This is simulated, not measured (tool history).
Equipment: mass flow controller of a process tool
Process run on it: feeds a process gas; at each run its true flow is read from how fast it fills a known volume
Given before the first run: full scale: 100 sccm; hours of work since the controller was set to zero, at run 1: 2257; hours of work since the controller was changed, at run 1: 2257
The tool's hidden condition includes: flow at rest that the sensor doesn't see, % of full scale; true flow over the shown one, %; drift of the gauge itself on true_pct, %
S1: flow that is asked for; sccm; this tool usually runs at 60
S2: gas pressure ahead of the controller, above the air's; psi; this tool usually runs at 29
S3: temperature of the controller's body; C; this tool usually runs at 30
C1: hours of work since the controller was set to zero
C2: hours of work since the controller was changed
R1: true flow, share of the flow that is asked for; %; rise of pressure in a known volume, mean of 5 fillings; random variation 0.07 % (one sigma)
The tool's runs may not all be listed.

Run 1, hour 0: usual settings; C1 2257; C2 2257. Result: R1 99.54 %.
Run 2, hour 100.9: usual settings; C1 2322; C2 2322. Result: R1 99.55 %.
Run 3, hour 221.5: usual settings; C1 2400; C2 2400. Result: R1 99.58 %.
Run 4, hour 319.2: usual settings; C1 2463; C2 2463. Result: R1 99.64 %.
Run 5, hour 382.8: usual settings; C1 2505; C2 2505. Result: R1 99.51 %.
Run 6, hour 467.6: usual settings but S2 27.3 psi; C1 2559; C2 2559. Result: R1 99.65 %.
At hour 474.9: controller's zero set anew.
Run 7, hour 585.2: usual settings but S2 27.3 psi; C1 71; C2 2635. Result: R1 99.27 %.
Run 8, hour 661.5: usual settings but S2 27.3 psi; C1 121; C2 2685. Result: R1 99.2 %.
Run 9, hour 717.6: usual settings but S2 21 psi; C1 157; C2 2721. Result: R1 99.52 %.
Run 10, hour 824.3: usual settings but S1 38 sccm, S3 32 C; C1 226; C2 2790. Result: R1 97.64 %.
Run 11, hour 887.5: usual settings but S1 38 sccm, S3 32 C; C1 267; C2 2831. Result: R1 97.64 %.
At hour 933.6: controller's zero set anew, once more.
Run 12, hour 975.7: usual settings but S1 27 sccm, S2 31.8 psi, S3 33 C; C1 27; C2 2888. Result: R1 99.95 %.
Run 13, hour 1026.9: usual settings but S1 12 sccm, S2 36.8 psi, S3 37 C; C1 60; C2 2921. Result: R1 99.15 %.
Run 14, hour 1105.7: usual settings but S1 97 sccm, S2 26.1 psi; C1 111; C2 2972. Result: R1 101.74 %.
Run 15, hour 1164.8: usual settings but S2 29.6 psi, S3 23 C; C1 150; C2 3010. Result: R1 101.04 %.

Some steps in R1, run to run, broken into two amounts with sign: the step expected even without the hidden condition (settings, incoming material, random variation), and the rest, left for the hidden condition together with whatever gauge scatter is not in both the measured and the hidden-condition-free result:
Run 11 -> 12: S1 38 -> 27, S2 29 -> 31.8, S3 32 -> 33, controller's zero set anew, once more. R1 +2.31 %: hidden state +2.7, all else -0.39.
Run 13 -> 14: S1 12 -> 97, S2 36.8 -> 26.1, S3 37 -> 30. R1 +2.59 %: hidden state +0.27, all else +2.32.

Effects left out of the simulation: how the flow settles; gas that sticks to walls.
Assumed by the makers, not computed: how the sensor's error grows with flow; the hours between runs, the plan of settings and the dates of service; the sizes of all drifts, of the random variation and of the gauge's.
